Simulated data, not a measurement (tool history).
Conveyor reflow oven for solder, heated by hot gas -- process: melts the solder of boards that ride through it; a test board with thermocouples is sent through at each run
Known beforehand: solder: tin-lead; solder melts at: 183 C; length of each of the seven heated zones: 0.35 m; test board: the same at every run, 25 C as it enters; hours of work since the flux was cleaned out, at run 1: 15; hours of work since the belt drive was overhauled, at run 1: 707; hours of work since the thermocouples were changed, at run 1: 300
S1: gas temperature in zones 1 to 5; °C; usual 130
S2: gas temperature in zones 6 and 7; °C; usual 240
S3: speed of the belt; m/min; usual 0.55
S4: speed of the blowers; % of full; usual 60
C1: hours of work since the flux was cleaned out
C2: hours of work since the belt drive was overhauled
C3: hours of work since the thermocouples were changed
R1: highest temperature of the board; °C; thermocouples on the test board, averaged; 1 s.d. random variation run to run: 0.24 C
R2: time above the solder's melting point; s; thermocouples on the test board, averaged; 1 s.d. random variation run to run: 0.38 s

Run 1, hour 0: usual settings; C1 15; C2 707; C3 300. Result: R1 223.2 °C, R2 58.7 s.
Run 2, hour 63.8: usual settings; C1 62; C2 754; C3 347. Result: R1 223.4 °C, R2 60.1 s.
Run 3, hour 100.9: usual settings; C1 89; C2 781; C3 374. Result: R1 223.2 °C, R2 59.4 s.
Run 4, hour 165.4: usual settings but S2 255 °C; C1 136; C2 829; C3 421. Result: R1 236.4 °C, R2 67.3 s.
At hour 207.4: flux residue cleaned out of gas plates and filters.
Run 5, hour 211.9: usual settings but S2 255 °C; C1 3; C2 859; C3 452. Result: R1 236.6 °C, R2 66.3 s.
Run 6, hour 250.1: usual settings; C1 31; C2 887; C3 480. Result: R1 223.2 °C, R2 59.2 s.
Run 7, hour 306.4: usual settings; C1 73; C2 929; C3 521. Result: R1 223.6 °C, R2 58.8 s.
Run 8, hour 348.8: usual settings; C1 104; C2 960; C3 553. Result: R1 223.3 °C, R2 58.8 s.
Run 9, hour 403.2: usual settings; C1 144; C2 1000; C3 593. Result: R1 223.3 °C, R2 59.2 s.
At hour 436.3: flux residue cleaned out of gas plates and filters.
Run 10, hour 469.8: usual settings; C1 25; C2 1045; C3 638. Result: R1 223.4 °C, R2 59.1 s.
Run 11, hour 540.4: usual settings but S1 118 °C; C1 77; C2 1097; C3 690. Result: R1 221.3 °C, R2 54.4 s.
Run 12, hour 579.8: usual settings but S1 118 °C; C1 106; C2 1126; C3 719. Result: R1 221.4 °C, R2 54.1 s.
Run 13, hour 650.2: usual settings; C1 157; C2 1178; C3 771. Result: R1 223.4 °C, R2 59.1 s.
At hour 665.1: flux residue cleaned out of gas plates and filters.
Run 14, hour 707.6: usual settings; C1 31; C2 1216; C3 809. Result: R1 223.3 °C, R2 59.2 s.
Run 15, hour 750.7: usual settings; C1 63; C2 1248; C3 841. Result: R1 223.5 °C, R2 58.9 s.
At hour 764.2: belt drive overhauled, speed set with a stopwatch.
Run 16, hour 817.6: usual settings but S1 133 °C, S4 50 % of full; C1 109; C2 39; C3 887. Result: R1 221 °C, R2 58.9 s.
Run 17, hour 863.7: usual settings but S2 247 °C; C1 143; C2 73; C3 921. Result: R1 229.4 °C, R2 62.7 s.
At hour 897.3: flux residue cleaned out of gas plates and filters.
Run 18, hour 897.3: usual settings but S2 247 °C; C1 0; C2 94; C3 942. Result: R1 229.8 °C, R2 63.1 s.
Run 19, hour 929.5: usual settings but S2 254 °C, S3 0.523 m/min; C1 24; C2 118; C3 966. Result: R1 237.7 °C, R2 70.7 s.
At hour 937: thermocouples of zones 6 and 7 changed.
Run 20, hour 1001.7: usual settings but S2 254 °C, S3 0.523 m/min; C1 75; C2 170; C3 48. Result: R1 237.3 °C, R2 70.3 s.
Run 21, hour 1035.5: usual settings but S2 254 °C, S3 0.523 m/min; C1 100; C2 194; C3 72. Result: R1 237.3 °C, R2 70.3 s.
Run 22, hour 1078.1: usual settings but S2 241 °C, S3 0.523 m/min; C1 132; C2 226; C3 104. Result: R1 225.4 °C, R2 63.9 s.
Run 23, hour 1106.6: usual settings but S3 0.617 m/min, S4 77 % of full; C1 153; C2 247; C3 125. Result: R1 222.7 °C, R2 52.3 s.
At hour 1130.2: flux residue cleaned out of gas plates and filters.
Run 24, hour 1145.2: usual settings but S3 0.617 m/min, S4 77 % of full; C1 11; C2 271; C3 150. Result: R1 223 °C, R2 52.5 s.
Run 25, hour 1196: usual settings but S1 119 °C, S2 243 °C; C1 48; C2 309; C3 187. Result: R1 224.3 °C, R2 56.7 s.
Run 26, hour 1255.1: usual settings but S1 119 °C, S2 243 °C, S3 0.633 m/min, S4 68 % of full; C1 92; C2 352; C3 230. Result: R1 220.9 °C, R2 46.6 s.
Run 27, hour 1308.5: usual settings but S3 0.555 m/min; C1 131; C2 392; C3 270. Result: R1 222.6 °C, R2 58.8 s.
At hour 1357.8: flux residue cleaned out of gas plates and filters.
Run 28, hour 1378.4: usual settings but S3 0.555 m/min; C1 15; C2 439; C3 317. Result: R1 223 °C, R2 58.1 s.
Run 29, hour 1428.8: usual settings but S3 0.555 m/min; C1 52; C2 476; C3 354. Result: R1 223.2 °C, R2 58.5 s.

Forecast each of these 5 alternatives for the next run:
Run A, hour 1480.8: usual settings but S1 136 °C, S3 0.656 m/min, S4 72 % of full; C1 90; C2 515; C3 393. Result: R1 ?, R2 ?.
Run B, hour 1480.8: usual settings but S1 125 °C, S3 0.651 m/min, S4 82 % of full; C1 90; C2 515; C3 393. Result: R1 ?, R2 ?.
Run C, hour 1480.8: usual settings but S2 229 °C; C1 90; C2 515; C3 393. Result: R1 ?, R2 ?.
Run D, hour 1480.8: usual settings but S1 123 °C, S2 238 °C, S3 0.532 m/min; C1 90; C2 515; C3 393. Result: R1 ?, R2 ?.
Run E, hour 1480.8: usual settings but S1 134 °C, S2 229 °C, S3 0.504 m/min; C1 90; C2 515; C3 393. Result: R1 ?, R2 ?.

run     R1    R2
  A  221.1  50.1
  B  221.6  47.6
  C  213.5    52
  D  221.2  57.7
  E  216.4  61.5
Without the tool's unlogged condition, the same runs would have read:
run     R1    R2
  A  221.1  50.1
  B  221.6  47.6
  C  213.6    52
  D  221.2  57.7
  E  216.4  61.5
